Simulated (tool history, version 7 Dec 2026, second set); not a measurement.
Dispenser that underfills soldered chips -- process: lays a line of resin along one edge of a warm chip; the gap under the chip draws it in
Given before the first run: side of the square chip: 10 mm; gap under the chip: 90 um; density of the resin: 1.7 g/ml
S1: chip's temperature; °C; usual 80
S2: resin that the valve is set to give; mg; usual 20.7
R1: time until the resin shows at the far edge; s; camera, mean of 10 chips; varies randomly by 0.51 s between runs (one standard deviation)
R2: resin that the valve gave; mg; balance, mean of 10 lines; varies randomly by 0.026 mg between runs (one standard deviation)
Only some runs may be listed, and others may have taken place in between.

{"run": 1, "hour": 0.0, "S1": 80, "S2": 20.7, "R1": 42.3, "R2": 20.61}
{"run": 2, "hour": 9.4, "S1": 67, "S2": 20.7, "R1": 91.5, "R2": 20.56}
{"hour": 10.9, "done": "new syringe of resin"}
{"hour": 23.5, "done": "new syringe of resin"}
{"run": 3, "hour": 24.3, "S1": 80, "S2": 25.9, "R1": 38.2, "R2": 25.65}
{"hour": 36.5, "done": "new syringe of resin"}
{"run": 4, "hour": 40.2, "S1": 80, "S2": 25.9, "R1": 43.7, "R2": 25.51}
{"hour": 48.9, "done": "new syringe of resin"}
{"run": 5, "hour": 52.3, "S1": 80, "S2": 25.9, "R1": 41.8, "R2": 25.43}
{"hour": 61.4, "done": "new syringe of resin"}
{"run": 6, "hour": 68.7, "S1": 80, "S2": 25.9, "R1": 48.8, "R2": 25.33}
{"hour": 73.6, "done": "new syringe of resin"}
{"hour": 74.6, "done": "dispensing valve cleaned and set on the balance"}
{"run": 7, "hour": 80.0, "S1": 72, "S2": 20.7, "R1": 61.7, "R2": 20.72}
{"hour": 87.7, "done": "new syringe of resin"}
{"run": 8, "hour": 92.5, "S1": 72, "S2": 20.7, "R1": 60.4, "R2": 20.65}
{"hour": 99.8, "done": "new syringe of resin"}
{"run": 9, "hour": 101.5, "S1": 80, "S2": 20.7, "R1": 41.1, "R2": 20.58}
{"run": 10, "hour": 109.3, "S1": 80, "S2": 20.7, "R1": 52.6, "R2": 20.56}
{"hour": 112.1, "done": "new syringe of resin"}
{"run": 11, "hour": 119.4, "S1": 80, "S2": 23.8, "R1": 49.5, "R2": 23.5}
{"hour": 125.0, "done": "new syringe of resin"}
{"run": 12, "hour": 133.3, "S1": 80, "S2": 23.8, "R1": 47.8, "R2": 23.43}
{"hour": 137.7, "done": "new syringe of resin"}
{"run": 13, "hour": 144.5, "S1": 80, "S2": 23.8, "R1": 47.2, "R2": 23.38}
{"hour": 148.5, "done": "dispensing valve cleaned and set on the balance"}
{"hour": 151.3, "done": "new syringe of resin"}
{"run": 14, "hour": 154.8, "S1": 80, "S2": 23.8, "R1": 40.8, "R2": 23.83}
{"run": 15, "hour": 162.0, "S1": 80, "S2": 23.8, "R1": 51.8, "R2": 23.73}
{"hour": 163.6, "done": "new syringe of resin"}
{"run": 16, "hour": 170.0, "S1": 80, "S2": 20.7, "R1": 46.4, "R2": 20.61}
{"hour": 176.3, "done": "new syringe of resin"}
{"run": 17, "hour": 185.4, "S1": 80, "S2": 18.4, "R1": 54.9, "R2": 18.22}
{"hour": 188.8, "done": "new syringe of resin"}
{"run": 18, "hour": 196.1, "S1": 85, "S2": 25.3, "R1": 39.5, "R2": 25}
{"hour": 201.3, "done": "new syringe of resin"}
{"run": 19, "hour": 204.9, "S1": 70, "S2": 23.6, "R1": 61.3, "R2": 23.24}
{"hour": 213.7, "done": "new syringe of resin"}
{"run": 20, "hour": 214.3, "S1": 84, "S2": 22.5, "R1": 33.5, "R2": 22.11}
{"hour": 223.7, "done": "dispensing valve cleaned and set on the balance"}
{"hour": 227.5, "done": "new syringe of resin"}
{"run": 21, "hour": 227.9, "S1": 85, "S2": 23.8, "R1": 31.1, "R2": 23.76}
{"hour": 240.0, "done": "new syringe of resin"}
{"run": 22, "hour": 244.2, "S1": 85, "S2": 23.8, "R1": 35.6, "R2": 23.74}
{"run": 23, "hour": 250.9, "S1": 85, "S2": 23.8, "R1": 44.7, "R2": 23.67}
{"hour": 252.2, "done": "new syringe of resin"}
{"hour": 264.8, "done": "new syringe of resin"}
{"run": 24, "hour": 267.5, "S1": 85, "S2": 23.8, "R1": 33, "R2": 23.54}
{"hour": 277.0, "done": "new syringe of resin"}
{"run": 25, "hour": 280.7, "S1": 94, "S2": 25.7, "R1": 25.9, "R2": 25.35}
{"hour": 290.0, "done": "new syringe of resin"}
{"run": 26, "hour": 296.6, "S1": 94, "S2": 25.7, "R1": 27.3, "R2": 25.25}
{"hour": 299.0, "done": "dispensing valve cleaned and set on the balance"}
{"hour": 304.2, "done": "new syringe of resin"}
{"run": 27, "hour": 308.1, "S1": 84, "S2": 20.7, "R1": 37, "R2": 20.68}
{"hour": 316.4, "done": "new syringe of resin"}
{"run": 28, "hour": 322.7, "S1": 84, "S2": 20.7, "R1": 40, "R2": 20.52}

What will run 29 give?
{"hour": 329.4, "done": "new syringe of resin"}
{"run": 29, "hour": 339.4, "S1": 84, "S2": 21.4, "R1": "?", "R2": "?"}

Run 29 yielded R1 44.3 s, R2 21.19 mg.
Had the tool carried no hidden state, the very same run would have given R1 34.6 s, R2 21.44 mg.
